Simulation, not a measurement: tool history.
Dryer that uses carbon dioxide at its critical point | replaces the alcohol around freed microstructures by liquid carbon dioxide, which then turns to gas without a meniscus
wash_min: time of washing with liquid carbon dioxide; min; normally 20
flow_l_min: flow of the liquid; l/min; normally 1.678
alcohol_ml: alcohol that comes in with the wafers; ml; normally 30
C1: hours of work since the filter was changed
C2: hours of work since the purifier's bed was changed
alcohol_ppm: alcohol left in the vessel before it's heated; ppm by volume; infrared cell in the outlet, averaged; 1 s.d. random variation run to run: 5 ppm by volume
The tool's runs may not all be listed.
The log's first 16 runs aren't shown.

run 17 hour=287.1 | wash_min=20 flow_l_min=2.680 alcohol_ml=30 | C1=253 C2=43 | alcohol_ppm=27
run 18 hour=303.8 | wash_min=20 flow_l_min=2.680 alcohol_ml=30 | C1=264 C2=54 | alcohol_ppm=25
run 19 hour=328.3 | wash_min=14 flow_l_min=2.680 alcohol_ml=30 | C1=281 C2=71 | alcohol_ppm=55
run 20 hour=343.8 | wash_min=14 flow_l_min=2.680 alcohol_ml=30 | C1=292 C2=82 | alcohol_ppm=62
run 21 hour=360.1 | wash_min=14 flow_l_min=1.678 alcohol_ml=100 | C1=304 C2=94 | alcohol_ppm=565
run 22 hour=372.3 | wash_min=14 flow_l_min=1.678 alcohol_ml=100 | C1=312 C2=102 | alcohol_ppm=591
run 23 hour=386.0 | wash_min=12 flow_l_min=2.840 alcohol_ml=21 | C1=322 C2=112 | alcohol_ppm=79
run 24 hour=412.5 | wash_min=12 flow_l_min=2.840 alcohol_ml=21 | C1=340 C2=130 | alcohol_ppm=76
run 25 hour=431.3 | wash_min=22 flow_l_min=1.678 alcohol_ml=61 | C1=353 C2=143 | alcohol_ppm=109
run 26 hour=457.8 | wash_min=22 flow_l_min=1.678 alcohol_ml=61 | C1=372 C2=162 | alcohol_ppm=106
run 27 hour=470.5 | wash_min=20 flow_l_min=2.000 alcohol_ml=89 | C1=381 C2=171 | alcohol_ppm=116
run 28 hour=489.4 | wash_min=21 flow_l_min=1.380 alcohol_ml=47 | C1=394 C2=184 | alcohol_ppm=186
run 29 hour=502.4 | wash_min=20 flow_l_min=1.840 alcohol_ml=60 | C1=403 C2=193 | alcohol_ppm=114
run 30 hour=527.2 | wash_min=30 flow_l_min=1.170 alcohol_ml=94 | C1=420 C2=210 | alcohol_ppm=183
run 31 hour=551.0 | wash_min=24 flow_l_min=1.890 alcohol_ml=30 | C1=437 C2=227 | alcohol_ppm=108
run 32 hour=564.9 | wash_min=29 flow_l_min=1.250 alcohol_ml=47 | C1=447 C2=237 | alcohol_ppm=148
run 33 hour=580.2 | wash_min=29 flow_l_min=1.100 alcohol_ml=35 | C1=457 C2=247 | alcohol_ppm=160
-- hour=593.7 inlet filter changed
run 34 hour=596.9 | wash_min=29 flow_l_min=1.100 alcohol_ml=35 | C1=2 C2=258 | alcohol_ppm=148
run 35 hour=610.2 | wash_min=17 flow_l_min=1.678 alcohol_ml=30 | C1=12 C2=268 | alcohol_ppm=161

Forecast run 36:
run 36 hour=623.6 | wash_min=25 flow_l_min=2.050 alcohol_ml=39 | C1=21 C2=277 | alcohol_ppm=?

alcohol_ppm: 114 ppm by volume
Minus the tool's unlogged condition, the same run would have read alcohol_ppm 0 ppm by volume.
